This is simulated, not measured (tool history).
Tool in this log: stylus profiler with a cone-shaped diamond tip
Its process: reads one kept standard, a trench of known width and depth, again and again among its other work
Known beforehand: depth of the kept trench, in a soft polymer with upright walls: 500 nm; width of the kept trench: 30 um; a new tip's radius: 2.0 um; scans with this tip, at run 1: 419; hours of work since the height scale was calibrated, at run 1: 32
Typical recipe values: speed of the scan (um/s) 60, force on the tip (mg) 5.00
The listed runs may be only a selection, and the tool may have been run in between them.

run,hour,speed of the scan (um/s),force on the tip (mg),scans with this tip,hours of work since the height scale was calibrated,depth of the trench (Å),width of the trench's floor (nm)
1,0.0,60,5.00,419,32,5058.8,27260
2,70.0,60,5.00,1035,79,5059.7,27160
3,124.0,60,2.11,1511,116,5039.6,27010
4,203.7,60,5.00,2213,169,5064.6,27060
5,244.9,60,5.00,2576,197,5063.6,27070
6,329.5,60,5.00,3321,254,5061.6,27010
7,387.0,60,5.00,3827,293,5065.5,26940
8,447.4,34,5.00,4359,333,5065.4,26900
9,494.8,60,5.00,4776,365,5065.7,26840
10,573.3,84,5.00,5468,418,5067.5,26750
11,656.5,84,5.00,6200,474,5065.5,26710
12,753.4,84,5.00,7054,540,5068.4,26630
13,811.3,17,5.00,7565,579,5066.8,26750
14,905.8,17,5.00,8396,642,5071.3,26620
15,957.9,17,5.00,8855,677,5072.8,26580
16,1040.5,17,5.00,9583,733,5070.9,26600
17,1085.0,17,5.00,9975,763,5070.3,26540
18,1169.9,60,8.38,10722,820,5098.5,26430
19,1259.0,60,5.00,11507,880,5074.9,26320
20,1332.7,60,5.00,12157,930,5074.7,26330
21,1400.6,60,5.00,12754,976,5074.6,26280
22,1454.4,128,5.00,13228,1012,5074.2,26110
23,1495.2,60,5.00,13588,1039,5076.6,26190
24,1582.2,60,5.00,14353,1098,5075.7,26190
25,1665.1,65,5.00,15084,1154,5077.9,26140
26,1719.8,22,2.33,15565,1191,5054.1,26110
# hour 1773.0: height scale calibrated on a step standard
27,1773.0,214,12.61,16030,0,5107.0,25890
28,1830.8,214,12.61,16539,39,5112.7,25860
29,1878.9,51,2.76,16963,71,5039.6,26000
30,1925.5,181,2.21,17373,103,5033.4,25520
31,2021.0,20,4.31,18214,167,5056.6,25930
32,2107.6,38,4.31,18977,225,5054.5,25930
33,2165.1,38,4.31,19483,264,5056.3,25910
34,2258.4,64,5.00,20305,327,5064.7,25750
35,2354.0,20,4.94,21147,391,5067.6,25840
36,2405.5,20,5.67,21600,426,5071.1,25750
37,2475.0,20,13.42,22213,473,5124.3,25760
38,2522.2,31,5.45,22629,505,5068.5,25640
39,2582.0,60,2.12,23155,545,5042.3,25540
40,2667.8,50,12.35,23911,603,5118.9,25640
41,2707.9,21,2.65,24264,630,5049.4,25580
# hour 2790.0: new tip fitted, height scale calibrated
42,2799.9,21,2.65,86,7,5038.2,27280
43,2858.2,74,3.11,600,46,5046.5,27130
44,2952.2,209,7.60,1428,109,5081.3,26940
45,3047.8,44,1.97,2270,174,5034.3,27020
46,3101.9,85,3.00,2746,210,5043.8,26930

Across each entry between runs, compare the hidden state at the last listed run before it with the hidden state at the first listed run after it:
Logged between run 26 and run 27: height scale calibrated on a step standard (hour 1773.0)
  radius of the tip, um: 3.87 -> 3.92; height scale over the true one, %: 0.363 -> -0.009
  difference, measured minus the result without the unlogged condition, depth of the trench (Å): +18.3 -> -0.5; width of the trench's floor (nm): -1160 -> -1180
Logged between run 41 and run 42: new tip fitted, height scale calibrated (hour 2790.0)
  radius of the tip, um: 4.93 -> 2; height scale over the true one, %: 0.18 -> 0.003
  difference, measured minus the result without the unlogged condition, depth of the trench (Å): +9.0 -> +0.1; width of the trench's floor (nm): -1680 -> +0

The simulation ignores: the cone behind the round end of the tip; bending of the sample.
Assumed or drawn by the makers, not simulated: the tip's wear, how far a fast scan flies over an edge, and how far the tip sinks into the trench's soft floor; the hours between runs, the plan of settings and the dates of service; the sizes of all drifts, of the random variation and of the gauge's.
